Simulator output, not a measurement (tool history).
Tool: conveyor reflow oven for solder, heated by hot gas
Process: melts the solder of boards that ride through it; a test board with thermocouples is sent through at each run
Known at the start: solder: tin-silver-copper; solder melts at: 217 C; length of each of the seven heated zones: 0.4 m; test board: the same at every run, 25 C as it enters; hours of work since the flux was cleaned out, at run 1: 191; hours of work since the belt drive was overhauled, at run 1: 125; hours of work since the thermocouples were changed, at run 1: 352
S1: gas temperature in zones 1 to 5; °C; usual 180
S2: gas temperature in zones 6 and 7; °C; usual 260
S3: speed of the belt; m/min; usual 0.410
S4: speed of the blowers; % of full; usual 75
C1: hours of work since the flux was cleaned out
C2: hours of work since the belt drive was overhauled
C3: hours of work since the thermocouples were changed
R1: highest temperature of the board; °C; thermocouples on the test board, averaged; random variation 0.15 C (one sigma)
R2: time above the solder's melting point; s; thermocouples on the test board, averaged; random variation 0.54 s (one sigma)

run,day,S1,S2,S3,S4,C1,C2,C3,R1,R2
1,0.000,180,260,0.410,75,191,125,352,250.7,93.0
2,0.438,180,260,0.410,75,197,130,358,250.5,92.2
3,0.979,180,260,0.410,75,203,137,364,250.8,92.3
4,1.467,180,260,0.410,75,209,143,370,250.8,91.5
5,2.204,180,260,0.410,75,218,152,379,250.5,92.0
6,2.983,180,260,0.410,75,228,161,389,250.4,93.1
7,3.404,180,260,0.410,75,233,166,394,250.7,92.1
8,4.117,180,248,0.410,75,241,175,402,239.8,79.1
9,4.600,180,248,0.410,75,247,181,408,239.8,79.7
10,5.138,180,248,0.410,75,254,187,415,239.8,79.2
11,5.612,180,260,0.410,75,260,193,421,250.5,92.2
12,6.358,180,260,0.410,53,269,202,430,247.9,87.3
13,6.829,180,260,0.410,53,274,208,436,247.9,86.6
14,7.471,180,260,0.410,53,282,216,443,248.0,87.8
15,8.250,180,260,0.410,53,292,225,453,247.5,86.3
16,8.717,182,261,0.418,54,297,231,459,249.0,86.2
17,9.167,182,261,0.418,54,303,236,464,249.0,88.0
18,9.862,166,261,0.391,57,311,245,472,248.7,85.1
# day 10.388: flux residue cleaned out of gas plates and filters
19,10.446,166,263,0.391,60,1,249,477,251.3,88.5
20,10.871,180,260,0.487,51,6,255,482,242.5,65.5
21,11.683,169,260,0.371,75,16,265,492,251.7,97.0
22,12.275,188,271,0.427,53,23,272,499,257.7,97.5
23,12.796,188,259,0.380,89,29,278,506,253.2,109.6
24,13.617,168,260,0.341,75,39,288,516,252.8,109.0
25,14.083,180,254,0.373,75,45,294,521,246.9,98.6
26,14.846,167,275,0.403,85,54,303,531,264.3,98.9
27,15.400,181,260,0.330,75,61,310,537,254.8,122.5
28,16.200,173,260,0.414,75,71,320,547,249.7,86.6
29,17.012,173,260,0.414,75,81,329,557,249.6,85.7
30,17.792,186,259,0.378,71,90,339,566,251.6,105.2

Hidden state at the last listed run before each entry between runs and at the first one after, where it differs:
Between runs 18 and 19: flux residue cleaned out of gas plates and filters (day 10.388)
  heat that the gas passes to the board, % of a clean oven's: 99.6 -> 99.9
